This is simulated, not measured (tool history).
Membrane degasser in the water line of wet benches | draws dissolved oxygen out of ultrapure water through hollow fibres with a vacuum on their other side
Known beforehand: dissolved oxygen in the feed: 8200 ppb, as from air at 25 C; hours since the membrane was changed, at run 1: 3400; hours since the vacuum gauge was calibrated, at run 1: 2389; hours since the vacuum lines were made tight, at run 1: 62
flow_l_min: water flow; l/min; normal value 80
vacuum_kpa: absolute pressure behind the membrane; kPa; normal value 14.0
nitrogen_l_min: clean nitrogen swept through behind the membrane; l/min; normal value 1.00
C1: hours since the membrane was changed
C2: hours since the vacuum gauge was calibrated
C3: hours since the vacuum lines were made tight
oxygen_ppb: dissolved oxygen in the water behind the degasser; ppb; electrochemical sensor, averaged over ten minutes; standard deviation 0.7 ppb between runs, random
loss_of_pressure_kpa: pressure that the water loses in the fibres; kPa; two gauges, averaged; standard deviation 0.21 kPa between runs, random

run 1 hour=0.0 | flow_l_min=80 vacuum_kpa=14.0 nitrogen_l_min=1.00 | C1=3400 C2=2389 C3=62 | oxygen_ppb=1290.0 loss_of_pressure_kpa=47.29
run 2 hour=67.8 | flow_l_min=80 vacuum_kpa=14.0 nitrogen_l_min=1.00 | C1=3468 C2=2456 C3=130 | oxygen_ppb=1288.8 loss_of_pressure_kpa=47.34
run 3 hour=198.7 | flow_l_min=80 vacuum_kpa=14.0 nitrogen_l_min=1.00 | C1=3598 C2=2587 C3=261 | oxygen_ppb=1290.4 loss_of_pressure_kpa=46.86
run 4 hour=325.0 | flow_l_min=80 vacuum_kpa=14.0 nitrogen_l_min=1.00 | C1=3725 C2=2714 C3=387 | oxygen_ppb=1288.9 loss_of_pressure_kpa=46.82
run 5 hour=420.8 | flow_l_min=80 vacuum_kpa=14.0 nitrogen_l_min=1.00 | C1=3820 C2=2809 C3=483 | oxygen_ppb=1290.3 loss_of_pressure_kpa=47.00
run 6 hour=530.2 | flow_l_min=80 vacuum_kpa=14.0 nitrogen_l_min=1.00 | C1=3930 C2=2919 C3=592 | oxygen_ppb=1291.2 loss_of_pressure_kpa=46.99
run 7 hour=594.7 | flow_l_min=80 vacuum_kpa=14.0 nitrogen_l_min=1.00 | C1=3994 C2=2983 C3=657 | oxygen_ppb=1290.2 loss_of_pressure_kpa=46.55
run 8 hour=656.4 | flow_l_min=80 vacuum_kpa=14.0 nitrogen_l_min=0.51 | C1=4056 C2=3045 C3=719 | oxygen_ppb=1870.3 loss_of_pressure_kpa=46.79
run 9 hour=729.6 | flow_l_min=80 vacuum_kpa=14.0 nitrogen_l_min=0.75 | C1=4129 C2=3118 C3=792 | oxygen_ppb=1529.0 loss_of_pressure_kpa=46.52
run 10 hour=816.8 | flow_l_min=80 vacuum_kpa=14.0 nitrogen_l_min=0.75 | C1=4217 C2=3205 C3=879 | oxygen_ppb=1527.7 loss_of_pressure_kpa=46.46
run 11 hour=920.9 | flow_l_min=80 vacuum_kpa=14.0 nitrogen_l_min=0.75 | C1=4321 C2=3310 C3=983 | oxygen_ppb=1527.4 loss_of_pressure_kpa=46.49
run 12 hour=1024.9 | flow_l_min=80 vacuum_kpa=14.0 nitrogen_l_min=0.75 | C1=4425 C2=3414 C3=1087 | oxygen_ppb=1527.9 loss_of_pressure_kpa=45.95
run 13 hour=1083.9 | flow_l_min=80 vacuum_kpa=14.0 nitrogen_l_min=1.64 | C1=4484 C2=3473 C3=1146 | oxygen_ppb=929.5 loss_of_pressure_kpa=46.21
run 14 hour=1194.1 | flow_l_min=80 vacuum_kpa=14.0 nitrogen_l_min=1.00 | C1=4594 C2=3583 C3=1256 | oxygen_ppb=1290.1 loss_of_pressure_kpa=46.48
-- hour=1279.2 gauge calibrated
run 15 hour=1315.0 | flow_l_min=80 vacuum_kpa=14.0 nitrogen_l_min=1.00 | C1=4715 C2=3704 C3=1377 | oxygen_ppb=1290.8 loss_of_pressure_kpa=47.23
run 16 hour=1406.0 | flow_l_min=87 vacuum_kpa=14.0 nitrogen_l_min=1.00 | C1=4806 C2=3795 C3=1468 | oxygen_ppb=1362.5 loss_of_pressure_kpa=51.04
run 17 hour=1516.8 | flow_l_min=70 vacuum_kpa=14.0 nitrogen_l_min=2.43 | C1=4917 C2=3905 C3=1579 | oxygen_ppb=622.1 loss_of_pressure_kpa=41.50
run 18 hour=1586.6 | flow_l_min=70 vacuum_kpa=14.0 nitrogen_l_min=2.43 | C1=4986 C2=3975 C3=1649 | oxygen_ppb=622.3 loss_of_pressure_kpa=40.95
run 19 hour=1685.5 | flow_l_min=94 vacuum_kpa=31.7 nitrogen_l_min=0.41 | C1=5085 C2=4074 C3=1748 | oxygen_ppb=4488.6 loss_of_pressure_kpa=55.03
run 20 hour=1786.9 | flow_l_min=56 vacuum_kpa=8.6 nitrogen_l_min=0.87 | C1=5187 C2=4176 C3=1849 | oxygen_ppb=589.4 loss_of_pressure_kpa=32.46
run 21 hour=1886.5 | flow_l_min=52 vacuum_kpa=11.8 nitrogen_l_min=2.04 | C1=5286 C2=4275 C3=1949 | oxygen_ppb=452.5 loss_of_pressure_kpa=30.13
run 22 hour=2007.5 | flow_l_min=52 vacuum_kpa=11.8 nitrogen_l_min=2.04 | C1=5407 C2=4396 C3=2070 | oxygen_ppb=451.8 loss_of_pressure_kpa=30.00
run 23 hour=2116.3 | flow_l_min=49 vacuum_kpa=14.0 nitrogen_l_min=2.52 | C1=5516 C2=4505 C3=2179 | oxygen_ppb=447.3 loss_of_pressure_kpa=28.34
run 24 hour=2243.1 | flow_l_min=80 vacuum_kpa=14.0 nitrogen_l_min=0.81 | C1=5643 C2=4632 C3=2305 | oxygen_ppb=1462.5 loss_of_pressure_kpa=46.46
run 25 hour=2356.2 | flow_l_min=80 vacuum_kpa=14.0 nitrogen_l_min=0.81 | C1=5756 C2=4745 C3=2418 | oxygen_ppb=1464.0 loss_of_pressure_kpa=46.10
run 26 hour=2416.2 | flow_l_min=80 vacuum_kpa=14.0 nitrogen_l_min=0.81 | C1=5816 C2=4805 C3=2478 | oxygen_ppb=1461.9 loss_of_pressure_kpa=45.91
run 27 hour=2538.7 | flow_l_min=80 vacuum_kpa=14.0 nitrogen_l_min=0.81 | C1=5938 C2=4927 C3=2601 | oxygen_ppb=1461.1 loss_of_pressure_kpa=45.82
run 28 hour=2601.4 | flow_l_min=51 vacuum_kpa=14.0 nitrogen_l_min=1.00 | C1=6001 C2=4990 C3=2664 | oxygen_ppb=951.4 loss_of_pressure_kpa=29.23
run 29 hour=2735.5 | flow_l_min=100 vacuum_kpa=12.3 nitrogen_l_min=0.88 | C1=6135 C2=5124 C3=2798 | oxygen_ppb=1378.1 loss_of_pressure_kpa=56.99
run 30 hour=2830.4 | flow_l_min=50 vacuum_kpa=9.0 nitrogen_l_min=0.88 | C1=6230 C2=5219 C3=2893 | oxygen_ppb=576.9 loss_of_pressure_kpa=28.77
run 31 hour=2963.1 | flow_l_min=93 vacuum_kpa=12.5 nitrogen_l_min=0.69 | C1=6363 C2=5352 C3=3025 | oxygen_ppb=1529.6 loss_of_pressure_kpa=52.71
run 32 hour=3054.2 | flow_l_min=80 vacuum_kpa=14.0 nitrogen_l_min=1.00 | C1=6454 C2=5443 C3=3116 | oxygen_ppb=1289.2 loss_of_pressure_kpa=45.80

What if the next run were any one of these 3? Each begins from the tool's condition after run 32:
run A hour=3131.0 | flow_l_min=80 vacuum_kpa=22.4 nitrogen_l_min=1.00 | C1=6531 C2=5520 C3=3193 | oxygen_ppb=? loss_of_pressure_kpa=?
run B hour=3131.0 | flow_l_min=71 vacuum_kpa=28.6 nitrogen_l_min=0.96 | C1=6531 C2=5520 C3=3193 | oxygen_ppb=? loss_of_pressure_kpa=?
run C hour=3131.0 | flow_l_min=80 vacuum_kpa=14.0 nitrogen_l_min=0.68 | C1=6531 C2=5520 C3=3193 | oxygen_ppb=? loss_of_pressure_kpa=?

run=A oxygen_ppb=2092.3 loss_of_pressure_kpa=45.62
run=B oxygen_ppb=2483.8 loss_of_pressure_kpa=40.44
run=C oxygen_ppb=1610.7 loss_of_pressure_kpa=45.55
Without the tool's hidden state the same runs would have given:
run=A oxygen_ppb=2092.1 loss_of_pressure_kpa=47.25
run=B oxygen_ppb=2483.7 loss_of_pressure_kpa=41.89
run=C oxygen_ppb=1610.5 loss_of_pressure_kpa=47.17
